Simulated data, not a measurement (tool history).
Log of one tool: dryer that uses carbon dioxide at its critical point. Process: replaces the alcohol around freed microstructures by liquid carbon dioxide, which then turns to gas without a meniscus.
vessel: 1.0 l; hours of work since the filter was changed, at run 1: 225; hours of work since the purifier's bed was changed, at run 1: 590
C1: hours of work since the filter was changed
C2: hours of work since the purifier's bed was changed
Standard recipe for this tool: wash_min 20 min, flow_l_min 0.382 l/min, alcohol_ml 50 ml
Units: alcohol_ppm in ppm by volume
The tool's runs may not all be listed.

run 1 day=0 | wash_min=20 flow_l_min=0.382 alcohol_ml=50 | C1=225 C2=590 | alcohol_ppm=221
run 2 day=1.062 | wash_min=20 flow_l_min=0.382 alcohol_ml=50 | C1=243 C2=609 | alcohol_ppm=232
run 3 day=1.625 | wash_min=20 flow_l_min=0.382 alcohol_ml=50 | C1=253 C2=618 | alcohol_ppm=216
run 4 day=2.65 | wash_min=20 flow_l_min=0.382 alcohol_ml=50 | C1=270 C2=636 | alcohol_ppm=242
run 5 day=3.342 | wash_min=20 flow_l_min=0.382 alcohol_ml=50 | C1=282 C2=648 | alcohol_ppm=241
run 6 day=4.008 | wash_min=20 flow_l_min=0.382 alcohol_ml=50 | C1=294 C2=660 | alcohol_ppm=236
run 7 day=4.725 | wash_min=20 flow_l_min=0.382 alcohol_ml=50 | C1=306 C2=672 | alcohol_ppm=242
run 8 day=5.375 | wash_min=20 flow_l_min=0.382 alcohol_ml=50 | C1=317 C2=683 | alcohol_ppm=250
run 9 day=6.229 | wash_min=20 flow_l_min=0.382 alcohol_ml=50 | C1=332 C2=698 | alcohol_ppm=249
run 10 day=7.046 | wash_min=20 flow_l_min=0.382 alcohol_ml=50 | C1=346 C2=712 | alcohol_ppm=269
run 11 day=7.558 | wash_min=13 flow_l_min=0.326 alcohol_ml=66 | C1=355 C2=721 | alcohol_ppm=2277
run 12 day=8.354 | wash_min=13 flow_l_min=0.326 alcohol_ml=66 | C1=369 C2=734 | alcohol_ppm=2244
run 13 day=9.012 | wash_min=20 flow_l_min=0.548 alcohol_ml=50 | C1=380 C2=746 | alcohol_ppm=177
run 14 day=9.629 | wash_min=16 flow_l_min=0.646 alcohol_ml=50 | C1=391 C2=756 | alcohol_ppm=188
run 15 day=10.608 | wash_min=16 flow_l_min=0.646 alcohol_ml=50 | C1=407 C2=773 | alcohol_ppm=198
run 16 day=11.375 | wash_min=31 flow_l_min=0.385 alcohol_ml=26 | C1=421 C2=786 | alcohol_ppm=182
run 17 day=11.971 | wash_min=31 flow_l_min=0.336 alcohol_ml=118 | C1=431 C2=797 | alcohol_ppm=211

Below, each run's measurement less what the same run would have read without the hidden state. Both values contain the same run-to-run variation, but the gauge's scatter may not be the same in both:
Hidden conditions of the tool in this case: flow that reaches the vessel past the clogged filter, %; alcohol in the recycled carbon dioxide, ppm; drift of the gauge itself on alcohol_ppm, %.
run=1 alcohol_ppm=+147
run=2 alcohol_ppm=+160
run=3 alcohol_ppm=+155
run=4 alcohol_ppm=+164
run=5 alcohol_ppm=+168
run=6 alcohol_ppm=+167
run=7 alcohol_ppm=+174
run=8 alcohol_ppm=+178
run=9 alcohol_ppm=+182
run=10 alcohol_ppm=+189
run=11 alcohol_ppm=+560
run=12 alcohol_ppm=+566
run=13 alcohol_ppm=+166
run=14 alcohol_ppm=+176
run=15 alcohol_ppm=+175
run=16 alcohol_ppm=+178
run=17 alcohol_ppm=+190

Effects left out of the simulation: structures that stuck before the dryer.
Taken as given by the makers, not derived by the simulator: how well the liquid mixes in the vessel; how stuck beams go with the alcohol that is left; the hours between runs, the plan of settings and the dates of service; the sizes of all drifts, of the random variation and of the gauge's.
